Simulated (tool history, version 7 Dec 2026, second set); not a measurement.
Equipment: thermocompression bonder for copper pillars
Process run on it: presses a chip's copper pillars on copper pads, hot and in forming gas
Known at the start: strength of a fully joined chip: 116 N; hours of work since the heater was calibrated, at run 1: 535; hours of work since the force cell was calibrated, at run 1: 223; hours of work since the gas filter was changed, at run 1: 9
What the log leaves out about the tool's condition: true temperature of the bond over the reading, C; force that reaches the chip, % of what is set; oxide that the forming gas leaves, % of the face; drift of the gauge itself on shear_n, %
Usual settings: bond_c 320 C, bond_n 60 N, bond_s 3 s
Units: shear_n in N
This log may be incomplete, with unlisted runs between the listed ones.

| run | hour | bond_c | bond_n | bond_s | hours of work since the heater was calibrated | hours of work since the force cell was calibrated | hours of work since the gas filter was changed | shear_n |
|---|---|---|---|---|---|---|---|---|
| 1 | 0.0 | 320 | 60 | 3 | 535 | 223 | 9 | 69.7 |
| 2 | 14.2 | 320 | 60 | 3 | 542 | 229 | 16 | 66.8 |
| 3 | 25.6 | 300 | 60 | 3 | 547 | 235 | 21 | 54.2 |
| 4 | 39.6 | 300 | 60 | 3 | 554 | 241 | 28 | 53.2 |
| 5 | 50.2 | 330 | 60 | 3 | 559 | 246 | 33 | 73.3 |
| 6 | 63.8 | 320 | 45 | 3 | 565 | 253 | 39 | 53.0 |
| 7 | 76.3 | 320 | 45 | 3 | 571 | 259 | 45 | 55.5 |
| 8 | 85.9 | 320 | 60 | 3 | 576 | 263 | 49 | 65.0 |
| 9 | 99.5 | 320 | 60 | 3 | 582 | 270 | 56 | 65.7 |
| 10 | 107.5 | 320 | 60 | 3 | 586 | 273 | 60 | 66.7 |
| 11 | 115.9 | 320 | 60 | 3 | 590 | 277 | 64 | 64.9 |
| 12 | 128.7 | 320 | 60 | 3 | 596 | 283 | 70 | 65.3 |
| 13 | 135.0 | 320 | 60 | 3 | 599 | 286 | 73 | 63.8 |
| 14 | 145.9 | 320 | 60 | 3 | 604 | 291 | 78 | 66.1 |
| 15 | 153.2 | 320 | 60 | 3 | 607 | 295 | 81 | 63.8 |
| 16 | 165.7 | 320 | 60 | 3 | 613 | 301 | 87 | 64.8 |
| 17 | 179.5 | 320 | 60 | 3 | 620 | 307 | 93 | 63.3 |
| 18 | 188.8 | 320 | 60 | 3 | 624 | 312 | 98 | 64.9 |
| 19 | 196.1 | 292 | 46 | 7 | 627 | 315 | 101 | 50.6 |
| 20 | 202.3 | 292 | 46 | 7 | 630 | 318 | 104 | 50.6 |
| 21 | 211.1 | 292 | 46 | 7 | 634 | 322 | 108 | 52.0 |
| 22 | 217.4 | 292 | 46 | 7 | 637 | 325 | 111 | 50.7 |
| 23 | 225.1 | 325 | 59 | 7 | 641 | 329 | 115 | 81.8 |
| 24 | 235.6 | 320 | 81 | 3 | 646 | 334 | 120 | 73.7 |
| 25 | 249.1 | 320 | 81 | 3 | 652 | 340 | 126 | 74.8 |
| 26 | 258.3 | 308 | 82 | 4 | 657 | 344 | 131 | 72.5 |
| 27 | 272.4 | 340 | 60 | 2 | 663 | 351 | 137 | 66.2 |
| 28 | 286.2 | 299 | 58 | 2 | 670 | 358 | 144 | 39.9 |
| 29 | 297.5 | 328 | 87 | 2 | 675 | 363 | 149 | 72.9 |
| 30 | 310.8 | 328 | 87 | 2 | 681 | 369 | 155 | 73.3 |
| 31 | 319.7 | 305 | 59 | 8 | 686 | 373 | 159 | 68.8 |
| 32 | 328.0 | 305 | 64 | 2 | 690 | 377 | 163 | 46.2 |
|  | 329.6 | forming gas filter changed |
| 33 | 338.6 | 305 | 56 | 2 | 694 | 382 | 4 | 46.4 |
| 34 | 350.5 | 305 | 56 | 2 | 700 | 388 | 10 | 46.1 |
| 35 | 360.6 | 301 | 59 | 2 | 705 | 392 | 15 | 46.0 |

What if the next run were any one of these 3? Each begins from the tool's condition after run 35:
| A | 368.0 | 297 | 60 | 3 | 708 | 396 | 18 | ? |
| B | 368.0 | 320 | 79 | 3 | 708 | 396 | 18 | ? |
| C | 368.0 | 301 | 73 | 2 | 708 | 396 | 18 | ? |

| run | shear_n |
|---|---|
| A | 50.7 |
| B | 78.9 |
| C | 53.2 |
Take away the tool's hidden state, keep each run's random variation, and the runs would have read:
| run | shear_n |
|---|---|
| A | 56.1 |
| B | 84.4 |
| C | 58.5 |
